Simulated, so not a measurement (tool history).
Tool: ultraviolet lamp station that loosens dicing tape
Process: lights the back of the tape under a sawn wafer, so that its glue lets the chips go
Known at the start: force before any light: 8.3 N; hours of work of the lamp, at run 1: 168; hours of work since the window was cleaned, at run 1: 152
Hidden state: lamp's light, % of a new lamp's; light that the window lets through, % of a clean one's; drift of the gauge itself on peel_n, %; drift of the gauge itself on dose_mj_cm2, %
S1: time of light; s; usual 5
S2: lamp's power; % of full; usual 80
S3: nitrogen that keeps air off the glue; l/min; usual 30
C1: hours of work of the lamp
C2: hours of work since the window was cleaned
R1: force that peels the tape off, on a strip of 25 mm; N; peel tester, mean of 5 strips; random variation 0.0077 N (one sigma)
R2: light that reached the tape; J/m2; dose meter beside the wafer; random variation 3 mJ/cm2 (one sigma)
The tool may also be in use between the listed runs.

{"run": 1, "hour": 0.0, "S1": 5, "S2": 80, "S3": 30, "C1": 168, "C2": 152, "R1": 0.367, "R2": 3950}
{"run": 2, "hour": 22.7, "S1": 5, "S2": 80, "S3": 30, "C1": 182, "C2": 166, "R1": 0.352, "R2": 3940}
{"run": 3, "hour": 36.3, "S1": 5, "S2": 80, "S3": 30, "C1": 190, "C2": 174, "R1": 0.362, "R2": 3830}
{"run": 4, "hour": 54.4, "S1": 5, "S2": 80, "S3": 30, "C1": 200, "C2": 184, "R1": 0.37, "R2": 3820}
{"run": 5, "hour": 70.4, "S1": 5, "S2": 80, "S3": 20, "C1": 210, "C2": 194, "R1": 0.44, "R2": 3860}
{"run": 6, "hour": 88.5, "S1": 5, "S2": 80, "S3": 20, "C1": 220, "C2": 205, "R1": 0.454, "R2": 3830}
{"run": 7, "hour": 104.1, "S1": 5, "S2": 69, "S3": 30, "C1": 230, "C2": 214, "R1": 0.488, "R2": 3250}

Forecast run 8:
{"run": 8, "hour": 128.4, "S1": 9, "S2": 69, "S3": 10, "C1": 244, "C2": 228, "R1": "?", "R2": "?"}

R1: 0.317 N
R2: 5830 J/m2
Without the tool's hidden state the same run would have given R1 0.262 N, R2 6880 J/m2.

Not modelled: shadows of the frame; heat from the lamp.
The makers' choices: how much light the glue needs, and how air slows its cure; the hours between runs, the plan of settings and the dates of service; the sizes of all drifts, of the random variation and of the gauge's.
